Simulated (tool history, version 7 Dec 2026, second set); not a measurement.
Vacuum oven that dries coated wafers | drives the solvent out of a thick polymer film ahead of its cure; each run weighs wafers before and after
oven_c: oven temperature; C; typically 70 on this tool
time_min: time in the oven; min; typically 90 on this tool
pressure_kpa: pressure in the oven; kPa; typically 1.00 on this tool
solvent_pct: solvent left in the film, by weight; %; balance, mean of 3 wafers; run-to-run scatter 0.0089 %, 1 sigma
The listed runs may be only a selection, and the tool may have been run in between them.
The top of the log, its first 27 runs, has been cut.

run 28 day=51.488 | oven_c=71 time_min=51 pressure_kpa=1.31 | solvent_pct=3.195
run 29 day=53.579 | oven_c=71 time_min=51 pressure_kpa=1.31 | solvent_pct=3.189
run 30 day=55.046 | oven_c=66 time_min=46 pressure_kpa=0.89 | solvent_pct=5.088
run 31 day=57.096 | oven_c=76 time_min=56 pressure_kpa=0.81 | solvent_pct=1.536
run 32 day=59.142 | oven_c=76 time_min=56 pressure_kpa=0.81 | solvent_pct=1.535
run 33 day=61.692 | oven_c=63 time_min=90 pressure_kpa=0.55 | solvent_pct=2.135
run 34 day=64.317 | oven_c=63 time_min=51 pressure_kpa=1.17 | solvent_pct=5.561
run 35 day=65.483 | oven_c=62 time_min=59 pressure_kpa=1.00 | solvent_pct=4.891
run 36 day=67.788 | oven_c=77 time_min=81 pressure_kpa=0.75 | solvent_pct=0.648
run 37 day=70.138 | oven_c=55 time_min=87 pressure_kpa=1.38 | solvent_pct=5.309
run 38 day=71.742 | oven_c=55 time_min=87 pressure_kpa=1.38 | solvent_pct=5.297
run 39 day=73.967 | oven_c=57 time_min=56 pressure_kpa=1.45 | solvent_pct=7.390
run 40 day=75.171 | oven_c=70 time_min=123 pressure_kpa=1.00 | solvent_pct=0.840
run 41 day=77.183 | oven_c=84 time_min=97 pressure_kpa=0.54 | solvent_pct=0.256
run 42 day=78.262 | oven_c=60 time_min=136 pressure_kpa=3.68 | solvent_pct=3.907
run 43 day=79.367 | oven_c=61 time_min=92 pressure_kpa=0.81 | solvent_pct=2.699
run 44 day=81.954 | oven_c=68 time_min=92 pressure_kpa=0.81 | solvent_pct=1.370
run 45 day=84.533 | oven_c=70 time_min=133 pressure_kpa=3.75 | solvent_pct=2.275

Branching from run 45: 5 alternative next runs. What would each branch give?
run A day=86.667 | oven_c=59 time_min=90 pressure_kpa=1.00 | solvent_pct=?
run B day=86.667 | oven_c=60 time_min=157 pressure_kpa=2.20 | solvent_pct=?
run C day=86.667 | oven_c=84 time_min=134 pressure_kpa=1.83 | solvent_pct=?
run D day=86.667 | oven_c=59 time_min=90 pressure_kpa=1.07 | solvent_pct=?
run E day=86.667 | oven_c=70 time_min=90 pressure_kpa=0.84 | solvent_pct=?

run=A solvent_pct=3.488
run=B solvent_pct=2.489
run=C solvent_pct=0.648
run=D solvent_pct=3.535
run=E solvent_pct=1.174
With the hidden condition removed and each run's random variation left untouched, the same runs would have given:
run=A solvent_pct=3.395
run=B solvent_pct=2.311
run=C solvent_pct=0.560
run=D solvent_pct=3.443
run=E solvent_pct=1.066

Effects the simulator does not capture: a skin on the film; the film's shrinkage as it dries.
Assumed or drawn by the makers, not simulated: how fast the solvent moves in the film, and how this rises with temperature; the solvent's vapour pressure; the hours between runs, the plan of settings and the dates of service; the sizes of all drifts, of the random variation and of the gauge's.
